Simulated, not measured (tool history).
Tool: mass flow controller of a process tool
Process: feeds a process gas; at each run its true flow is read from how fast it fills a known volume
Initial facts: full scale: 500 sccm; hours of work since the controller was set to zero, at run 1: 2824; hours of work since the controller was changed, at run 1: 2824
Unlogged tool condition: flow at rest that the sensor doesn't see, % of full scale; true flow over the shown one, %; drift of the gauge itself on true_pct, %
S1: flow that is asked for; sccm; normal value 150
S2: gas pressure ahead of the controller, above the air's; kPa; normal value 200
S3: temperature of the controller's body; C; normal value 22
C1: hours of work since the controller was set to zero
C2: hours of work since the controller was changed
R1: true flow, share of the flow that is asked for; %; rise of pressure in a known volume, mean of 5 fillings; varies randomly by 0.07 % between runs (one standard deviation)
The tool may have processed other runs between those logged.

| run | day | S1 | S2 | S3 | C1 | C2 | R1 |
|---|---|---|---|---|---|---|---|
| 1 | 0 | 150 | 200 | 22 | 2824 | 2824 | 97.2 |
| 2 | 8.879 | 180 | 200 | 22 | 2936 | 2936 | 97.5 |
| 3 | 17.504 | 180 | 200 | 22 | 3044 | 3044 | 97.57 |
| 4 | 30.692 | 180 | 200 | 22 | 3209 | 3209 | 97.61 |
| 5 | 42.525 | 180 | 200 | 22 | 3357 | 3357 | 97.71 |
| 6 | 56.408 | 180 | 200 | 22 | 3531 | 3531 | 97.77 |
| 7 | 65.754 | 371 | 164 | 31 | 3649 | 3649 | 100.04 |
| 8 | 80.9 | 190 | 270 | 22 | 3838 | 3838 | 98.56 |
| 9 | 89.817 | 190 | 201 | 22 | 3950 | 3950 | 98.23 |
| 10 | 98.212 | 116 | 200 | 37 | 4055 | 4055 | 99.41 |
| 11 | 111.075 | 145 | 141 | 22 | 4217 | 4217 | 97.55 |

5 ways to go on from here, each from the tool as it stands after run 11. What would each give?
| A | 127.808 | 408 | 170 | 22 | 4426 | 4426 | ? |
| B | 127.808 | 354 | 211 | 27 | 4426 | 4426 | ? |
| C | 127.808 | 150 | 165 | 38 | 4426 | 4426 | ? |
| D | 127.808 | 150 | 190 | 28 | 4426 | 4426 | ? |
| E | 127.808 | 249 | 141 | 22 | 4426 | 4426 | ? |

| run | R1 |
|---|---|
| A | 99.74 |
| B | 100.3 |
| C | 99.71 |
| D | 98.85 |
| E | 98.43 |
Had the tool no hidden state, the same runs would have come out as:
| run | R1 |
|---|---|
| A | 98.78 |
| B | 99.34 |
| C | 98.74 |
| D | 97.9 |
| E | 97.48 |
